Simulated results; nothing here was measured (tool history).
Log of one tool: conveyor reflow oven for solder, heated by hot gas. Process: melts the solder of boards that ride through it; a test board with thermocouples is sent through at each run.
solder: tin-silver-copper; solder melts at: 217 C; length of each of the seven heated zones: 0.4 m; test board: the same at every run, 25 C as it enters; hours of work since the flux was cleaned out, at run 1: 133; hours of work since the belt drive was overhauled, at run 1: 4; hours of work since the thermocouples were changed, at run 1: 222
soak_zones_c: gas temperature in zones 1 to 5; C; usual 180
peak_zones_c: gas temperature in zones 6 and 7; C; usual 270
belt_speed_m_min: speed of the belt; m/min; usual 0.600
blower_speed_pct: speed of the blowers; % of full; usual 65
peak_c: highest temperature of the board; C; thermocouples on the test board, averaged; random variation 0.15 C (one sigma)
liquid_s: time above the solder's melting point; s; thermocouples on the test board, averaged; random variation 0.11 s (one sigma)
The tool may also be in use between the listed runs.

| run | hour | soak_zones_c | peak_zones_c | belt_speed_m_min | blower_speed_pct | hours of work since the flux was cleaned out | hours of work since the belt drive was overhauled | hours of work since the thermocouples were changed | peak_c | liquid_s |
|---|---|---|---|---|---|---|---|---|---|---|
| 1 | 0.0 | 180 | 270 | 0.600 | 65 | 133 | 4 | 222 | 253.9 | 62.8 |
| 2 | 24.6 | 180 | 270 | 0.600 | 65 | 147 | 19 | 237 | 253.6 | 62.7 |
| 3 | 51.0 | 180 | 270 | 0.600 | 65 | 163 | 35 | 253 | 253.7 | 62.5 |
| 4 | 84.6 | 180 | 270 | 0.600 | 65 | 183 | 55 | 273 | 253.2 | 62.6 |
| 5 | 129.2 | 180 | 270 | 0.600 | 65 | 210 | 81 | 299 | 253.4 | 62.3 |
| 6 | 171.6 | 192 | 270 | 0.600 | 65 | 235 | 106 | 325 | 255.1 | 69.3 |
| 7 | 212.6 | 192 | 270 | 0.600 | 65 | 259 | 131 | 349 | 255.4 | 69.2 |
|  | 249.7 | flux residue cleaned out of gas plates and filters |
| 8 | 251.3 | 180 | 270 | 0.600 | 65 | 1 | 151 | 369 | 255.4 | 64.5 |
| 9 | 275.7 | 180 | 270 | 0.600 | 65 | 15 | 165 | 384 | 255.3 | 64.5 |
| 10 | 314.3 | 180 | 270 | 0.600 | 65 | 39 | 188 | 407 | 255.0 | 64.0 |
| 11 | 346.2 | 180 | 270 | 0.600 | 65 | 57 | 207 | 426 | 254.7 | 63.9 |
| 12 | 379.6 | 180 | 270 | 0.600 | 65 | 77 | 227 | 445 | 254.7 | 64.1 |
| 13 | 427.5 | 180 | 270 | 0.600 | 65 | 106 | 256 | 474 | 254.8 | 64.1 |
| 14 | 466.3 | 180 | 270 | 0.600 | 65 | 129 | 279 | 497 | 254.2 | 63.7 |
| 15 | 506.5 | 180 | 270 | 0.600 | 65 | 153 | 303 | 521 | 254.2 | 63.6 |
| 16 | 537.6 | 180 | 270 | 0.600 | 65 | 172 | 321 | 540 | 254.3 | 63.6 |
| 17 | 579.0 | 180 | 270 | 0.600 | 65 | 196 | 346 | 564 | 254.0 | 63.5 |
| 18 | 614.6 | 180 | 270 | 0.600 | 65 | 217 | 367 | 585 | 253.9 | 63.4 |
| 19 | 656.3 | 180 | 270 | 0.617 | 54 | 242 | 392 | 610 | 249.2 | 56.5 |
| 20 | 693.7 | 180 | 270 | 0.617 | 54 | 265 | 414 | 633 | 249.2 | 56.5 |
|  | 723.2 | flux residue cleaned out of gas plates and filters |
| 21 | 727.6 | 180 | 270 | 0.617 | 54 | 3 | 432 | 650 | 251.3 | 59.1 |
| 22 | 762.3 | 190 | 270 | 0.600 | 50 | 23 | 452 | 671 | 252.8 | 66.5 |
| 23 | 797.6 | 182 | 276 | 0.598 | 65 | 44 | 473 | 691 | 261.7 | 69.8 |
| 24 | 822.6 | 182 | 276 | 0.598 | 65 | 59 | 488 | 706 | 261.4 | 69.5 |
| 25 | 850.5 | 180 | 268 | 0.566 | 65 | 76 | 505 | 723 | 255.5 | 69.5 |
| 26 | 898.8 | 180 | 268 | 0.566 | 65 | 105 | 534 | 752 | 255.5 | 69.2 |
| 27 | 939.7 | 185 | 282 | 0.487 | 65 | 129 | 558 | 776 | 273.1 | 94.5 |
| 28 | 986.4 | 176 | 274 | 0.600 | 65 | 157 | 586 | 804 | 257.9 | 64.7 |
| 29 | 1022.6 | 176 | 274 | 0.600 | 65 | 178 | 607 | 826 | 257.7 | 64.8 |
| 30 | 1061.7 | 176 | 274 | 0.600 | 65 | 202 | 631 | 849 | 257.7 | 64.7 |

Hidden state at the last listed run before each entry between runs and at the first one after, where it differs:
Between runs 7 and 8: flux residue cleaned out of gas plates and filters (hour 249.7)
  heat that the gas passes to the board, % of a clean oven's: 90.6 -> 99.9; belt's true speed, % of the reading: 99.6 -> 99.56; true gas temperature in zones 6 and 7 over the reading, C: 0.87 -> 0.92
  measured less the result without the state, peak_c: -1.2 -> +0.9 C; liquid_s: -0.9 -> +0.9 s
Between runs 20 and 21: flux residue cleaned out of gas plates and filters (hour 723.2)
  heat that the gas passes to the board, % of a clean oven's: 90.2 -> 99.5; belt's true speed, % of the reading: 99.03 -> 99; true gas temperature in zones 6 and 7 over the reading, C: 1.68 -> 1.72
  measured less the result without the state, peak_c: -0.5 -> +1.7 C; liquid_s: -0.5 -> +2.0 s

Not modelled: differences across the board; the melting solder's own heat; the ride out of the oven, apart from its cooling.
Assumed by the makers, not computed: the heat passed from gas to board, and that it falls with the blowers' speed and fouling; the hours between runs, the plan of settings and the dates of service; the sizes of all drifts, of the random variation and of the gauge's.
